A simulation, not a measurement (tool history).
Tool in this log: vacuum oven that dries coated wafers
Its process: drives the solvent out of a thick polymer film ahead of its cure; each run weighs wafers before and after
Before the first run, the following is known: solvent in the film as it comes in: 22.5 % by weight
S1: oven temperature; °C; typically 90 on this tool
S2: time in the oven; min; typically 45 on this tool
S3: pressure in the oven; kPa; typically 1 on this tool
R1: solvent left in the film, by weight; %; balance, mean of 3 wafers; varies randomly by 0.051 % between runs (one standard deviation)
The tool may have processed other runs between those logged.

run 1 day=0 | S1=90 S2=45 S3=1 | R1=1.07
run 2 day=2.758 | S1=90 S2=45 S3=1 | R1=1.09
run 3 day=6.9 | S1=90 S2=45 S3=1 | R1=1.18
run 4 day=9.096 | S1=90 S2=45 S3=1 | R1=1.11
run 5 day=11.125 | S1=90 S2=45 S3=1 | R1=1.11
run 6 day=14.312 | S1=90 S2=45 S3=1 | R1=1.17
run 7 day=18.717 | S1=90 S2=23 S3=1 | R1=3.53
run 8 day=23.146 | S1=90 S2=23 S3=1 | R1=3.5
run 9 day=25.167 | S1=90 S2=23 S3=1 | R1=3.44
run 10 day=27.042 | S1=78 S2=45 S3=0.89 | R1=4.03
run 11 day=30.338 | S1=76 S2=45 S3=0.89 | R1=4.89
run 12 day=34.146 | S1=90 S2=45 S3=1 | R1=1.09
run 13 day=36.054 | S1=90 S2=45 S3=1 | R1=1.15
run 14 day=38.592 | S1=90 S2=68 S3=0.91 | R1=0.66
run 15 day=42.55 | S1=90 S2=68 S3=0.91 | R1=0.68
run 16 day=45.567 | S1=85 S2=28 S3=0.64 | R1=3.72
run 17 day=47.704 | S1=75 S2=78 S3=0.78 | R1=2.25
run 18 day=50.954 | S1=90 S2=45 S3=2.64 | R1=1.86

5 options for the next run, each taken on its own from the tool as it stands now. Forecast them:
run A day=53.558 | S1=80 S2=62 S3=2.24 | R1=?
run B day=53.558 | S1=91 S2=80 S3=1 | R1=?
run C day=53.558 | S1=90 S2=26 S3=2.64 | R1=?
run D day=53.558 | S1=94 S2=45 S3=2.76 | R1=?
run E day=53.558 | S1=90 S2=45 S3=1.6 | R1=?

run=A R1=2.9
run=B R1=0.63
run=C R1=3.3
run=D R1=1.45
run=E R1=1.33
Without the tool's hidden state the same runs would have given:
run=A R1=3.18
run=B R1=0.5
run=C R1=3.78
run=D R1=1.48
run=E R1=1.42

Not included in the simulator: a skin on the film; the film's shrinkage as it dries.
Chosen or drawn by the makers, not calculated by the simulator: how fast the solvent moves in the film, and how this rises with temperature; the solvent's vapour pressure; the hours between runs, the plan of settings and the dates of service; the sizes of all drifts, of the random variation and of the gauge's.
